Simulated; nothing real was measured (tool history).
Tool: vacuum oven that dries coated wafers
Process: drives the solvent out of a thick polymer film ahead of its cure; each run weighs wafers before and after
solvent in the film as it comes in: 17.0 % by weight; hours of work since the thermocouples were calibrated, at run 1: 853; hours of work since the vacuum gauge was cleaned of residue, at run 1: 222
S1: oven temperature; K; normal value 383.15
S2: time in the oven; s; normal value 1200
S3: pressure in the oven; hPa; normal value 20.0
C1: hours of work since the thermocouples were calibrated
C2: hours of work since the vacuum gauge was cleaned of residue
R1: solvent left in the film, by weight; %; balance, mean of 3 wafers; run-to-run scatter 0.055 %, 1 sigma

run,hour,S1,S2,S3,C1,C2,R1
1,0.0,383.15,1200,20.0,853,222,2.57
2,20.7,383.15,1200,44.7,867,237,3.36
3,41.8,383.15,1200,45.6,882,252,3.30
4,55.1,383.15,1200,45.6,892,261,3.28
5,72.2,372.15,1200,20.0,904,273,5.85
6,91.7,372.15,1200,20.0,917,287,5.86
7,102.3,383.15,1200,20.0,925,294,2.63
8,122.4,383.15,1200,20.0,939,309,2.69
9,134.7,383.15,1200,20.0,948,317,2.67
10,143.6,383.15,1200,22.0,954,324,2.73
11,153.0,383.15,1200,22.0,961,330,2.66
# hour 165.4: oven's thermocouples calibrated
12,171.3,383.15,1200,22.0,4,342,2.24
13,192.4,383.15,1200,20.0,19,357,2.20
14,212.5,383.15,1200,20.0,33,371,2.21
15,232.0,383.15,900,20.0,47,385,3.24
16,247.0,383.15,960,20.0,58,395,3.09
17,256.6,383.15,1200,20.0,64,402,2.24
18,271.7,383.15,1200,20.0,75,413,2.28
19,293.4,383.15,1200,20.0,90,428,2.16
20,306.3,383.15,1200,20.0,100,437,2.29
21,316.0,383.15,1200,20.0,106,444,2.27
22,325.5,383.15,1200,20.0,113,451,2.22
23,339.5,383.15,1200,20.0,123,460,2.39
24,358.8,383.15,1200,20.0,137,474,2.24
25,371.1,392.15,960,68.7,145,483,2.28
26,384.7,392.15,960,68.7,155,492,2.28
27,397.8,392.15,960,68.7,164,502,2.30
28,412.8,388.15,1860,13.1,175,512,0.50
29,423.7,396.15,1680,15.0,183,520,0.34
30,440.9,396.15,1680,15.0,195,532,0.38
31,450.2,383.15,1560,19.2,201,539,1.60
32,465.1,386.15,1440,20.0,212,549,1.25
33,483.2,368.15,1200,13.3,225,562,6.53
34,498.9,368.15,1200,13.3,236,573,6.46
35,509.7,387.15,900,35.5,243,581,2.78
36,520.4,377.15,1980,35.5,251,588,2.44
37,539.1,377.15,1980,50.9,264,601,3.01
38,556.4,377.15,1620,50.9,276,614,3.70
39,573.0,377.15,1620,50.9,288,625,3.71
40,591.7,386.15,1320,20.0,301,639,1.48
41,602.7,383.15,1380,20.0,309,646,1.88
42,613.4,385.15,1200,22.3,316,654,1.98
43,633.0,382.15,1320,54.7,330,668,3.21
44,653.3,377.15,1200,60.4,345,682,5.23
45,672.6,384.15,1380,20.0,358,696,1.76
46,682.5,386.15,1380,20.0,365,703,1.42

Entry by entry between the runs, the difference in hidden state between the last listed run before and the first listed run after:
Logged between run 11 and run 12: oven's thermocouples calibrated (hour 165.4)
  true wafer temperature over the reading, C: -1.85 -> 0.13; true pressure over the reading, kPa: 0.154 -> 0.16
  measured result minus the result with no hidden state, R1: +0.48 -> +0.02 %
